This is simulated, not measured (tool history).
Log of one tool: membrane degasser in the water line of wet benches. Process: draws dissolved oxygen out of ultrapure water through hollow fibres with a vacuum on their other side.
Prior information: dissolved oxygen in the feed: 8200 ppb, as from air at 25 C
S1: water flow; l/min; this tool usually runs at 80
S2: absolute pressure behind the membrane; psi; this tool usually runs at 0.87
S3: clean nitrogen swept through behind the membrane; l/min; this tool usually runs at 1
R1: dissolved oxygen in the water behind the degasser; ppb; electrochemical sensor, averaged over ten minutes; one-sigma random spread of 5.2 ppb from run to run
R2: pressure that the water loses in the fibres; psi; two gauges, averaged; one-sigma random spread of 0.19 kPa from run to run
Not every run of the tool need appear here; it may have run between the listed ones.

| run | hour | S1 | S2 | S3 | R1 | R2 |
|---|---|---|---|---|---|---|
| 1 | 0 | 80 | 0.87 | 1 | 589.3 | 5.68 |
|  | 32.6 | seals of the vacuum lines changed |
| 2 | 123.7 | 80 | 0.87 | 1 | 574.6 | 5.643 |
|  | 342.2 | vacuum gauge calibrated |
| 3 | 391 | 80 | 0.822 | 1 | 498.5 | 5.654 |
| 4 | 560.7 | 80 | 0.822 | 1 | 493.8 | 5.661 |
| 5 | 722.5 | 80 | 0.822 | 1 | 498.9 | 5.648 |
| 6 | 849.3 | 80 | 1.678 | 1 | 1174.6 | 5.69 |
| 7 | 968.6 | 78 | 0.87 | 1 | 524.4 | 5.548 |
| 8 | 1230.2 | 78 | 0.87 | 1 | 538.8 | 5.587 |
| 9 | 1353.2 | 78 | 0.87 | 1 | 526.3 | 5.549 |
| 10 | 1601.5 | 78 | 0.87 | 1 | 523.3 | 5.513 |
| 11 | 1774.6 | 78 | 0.87 | 1 | 540.7 | 5.565 |
| 12 | 1967.5 | 80 | 0.87 | 1 | 543.1 | 5.719 |
| 13 | 2205.7 | 80 | 0.87 | 1 | 550.6 | 5.662 |
| 14 | 2368.6 | 80 | 0.87 | 1 | 549.4 | 5.759 |
| 15 | 2529.6 | 80 | 0.87 | 1 | 551.9 | 5.719 |
| 16 | 2781.4 | 80 | 0.87 | 2.86 | 359.1 | 5.733 |
| 17 | 2966.3 | 52 | 0.616 | 2.75 | 144.5 | 3.706 |
| 18 | 3160 | 52 | 0.616 | 2.55 | 148.8 | 3.743 |
| 19 | 3333.3 | 117 | 0.87 | 1.16 | 746.1 | 8.457 |
| 20 | 3466.7 | 96 | 0.711 | 0.59 | 600.8 | 6.899 |
| 21 | 3633.3 | 96 | 0.711 | 0.59 | 597.6 | 6.883 |
| 22 | 3878.8 | 84 | 1.169 | 1 | 835.5 | 6.058 |
| 23 | 4071.6 | 84 | 1.169 | 1 | 827.2 | 6.016 |
| 24 | 4267.1 | 80 | 1.825 | 1 | 1300 | 5.768 |
| 25 | 4485.6 | 127 | 1.825 | 1.35 | 1580.6 | 9.19 |
| 26 | 4691.1 | 127 | 1.825 | 1.35 | 1562.3 | 9.148 |
| 27 | 4893.1 | 80 | 1.809 | 1 | 1309.7 | 5.831 |
| 28 | 5155.8 | 80 | 1.775 | 1 | 1266.1 | 5.762 |
| 29 | 5414.8 | 80 | 1.775 | 1 | 1284.6 | 5.823 |
| 30 | 5541.6 | 62 | 1.775 | 1.18 | 961.8 | 4.437 |
| 31 | 5674.5 | 62 | 1.775 | 1.18 | 970.4 | 4.521 |

Alternative continuations, all from the tool just after run 31; predict every row:
| A | 5808.7 | 86 | 0.643 | 1.18 | ? | ? |
| B | 5808.7 | 62 | 1.433 | 1.18 | ? | ? |
| C | 5808.7 | 87 | 0.834 | 1 | ? | ? |
| D | 5808.7 | 80 | 0.87 | 1.42 | ? | ? |

| run | R1 | R2 |
|---|---|---|
| A | 403.3 | 6.186 |
| B | 782.8 | 4.487 |
| C | 605.5 | 6.37 |
| D | 493.6 | 5.796 |
Take away the tool's hidden state, keep each run's random variation, and the runs would have read:
| run | R1 | R2 |
|---|---|---|
| A | 335.3 | 5.851 |
| B | 737.1 | 4.244 |
| C | 536.1 | 6.031 |
| D | 436 | 5.482 |
